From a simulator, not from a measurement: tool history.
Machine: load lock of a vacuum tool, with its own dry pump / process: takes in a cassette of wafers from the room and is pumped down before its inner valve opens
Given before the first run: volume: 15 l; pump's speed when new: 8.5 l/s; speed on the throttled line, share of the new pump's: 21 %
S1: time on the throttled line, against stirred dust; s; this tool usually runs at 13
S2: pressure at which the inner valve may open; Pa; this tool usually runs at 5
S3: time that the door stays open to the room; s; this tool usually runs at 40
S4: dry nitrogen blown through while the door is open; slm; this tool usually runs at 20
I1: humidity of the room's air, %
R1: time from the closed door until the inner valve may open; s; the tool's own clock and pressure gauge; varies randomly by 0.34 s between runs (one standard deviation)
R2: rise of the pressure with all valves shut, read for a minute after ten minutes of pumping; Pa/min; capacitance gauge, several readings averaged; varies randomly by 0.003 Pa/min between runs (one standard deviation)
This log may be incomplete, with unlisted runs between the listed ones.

{"run": 1, "hour": 0.0, "S1": 13, "S2": 5, "S3": 40, "S4": 20, "I1": 44.1, "R1": 28.6, "R2": 0.039}
{"run": 2, "hour": 678.2, "S1": 13, "S2": 5, "S3": 40, "S4": 20, "I1": 48.8, "R1": 28.0, "R2": 0.042}
{"run": 3, "hour": 1142.2, "S1": 13, "S2": 5, "S3": 40, "S4": 20, "I1": 45.0, "R1": 28.0, "R2": 0.041}
{"run": 4, "hour": 1661.1, "S1": 13, "S2": 5, "S3": 40, "S4": 20, "I1": 44.6, "R1": 27.9, "R2": 0.041}
{"run": 5, "hour": 2168.1, "S1": 13, "S2": 5, "S3": 40, "S4": 33, "I1": 45.1, "R1": 28.0, "R2": 0.033}
{"run": 6, "hour": 2513.0, "S1": 9, "S2": 9, "S3": 40, "S4": 20, "I1": 41.4, "R1": 23.9, "R2": 0.035}
{"run": 7, "hour": 2853.4, "S1": 17, "S2": 9, "S3": 78, "S4": 11, "I1": 42.5, "R1": 30.1, "R2": 0.07}
{"run": 8, "hour": 3408.5, "S1": 13, "S2": 5, "S3": 40, "S4": 7, "I1": 48.6, "R1": 27.7, "R2": 0.068}
{"run": 9, "hour": 4073.0, "S1": 10, "S2": 9, "S3": 118, "S4": 11, "I1": 42.3, "R1": 24.4, "R2": 0.083}
{"run": 10, "hour": 4636.0, "S1": 10, "S2": 9, "S3": 118, "S4": 11, "I1": 45.7, "R1": 24.9, "R2": 0.091}

Below, each run's measurement less what the same run would have read without the hidden state. Both values contain the same run-to-run variation, but the gauge's scatter may not be the same in both:
Unlogged tool condition in this case: pump's speed, % of a new pump's; leak at the door's seal, Pa l/s; drift of the gauge itself on ready_s, %; drift of the gauge itself on rise_pa_min, %.
run=1 R2=+0.001
run=2 R2=+0.001
run=3 R2=+0.001
run=4 R2=+0.002
run=5 R2=+0.001
run=6 R2=+0.001
run=7 R2=+0.002
run=8 R2=+0.002
run=9 R2=+0.003
run=10 R2=+0.003
For R1, the difference is zero in each run.
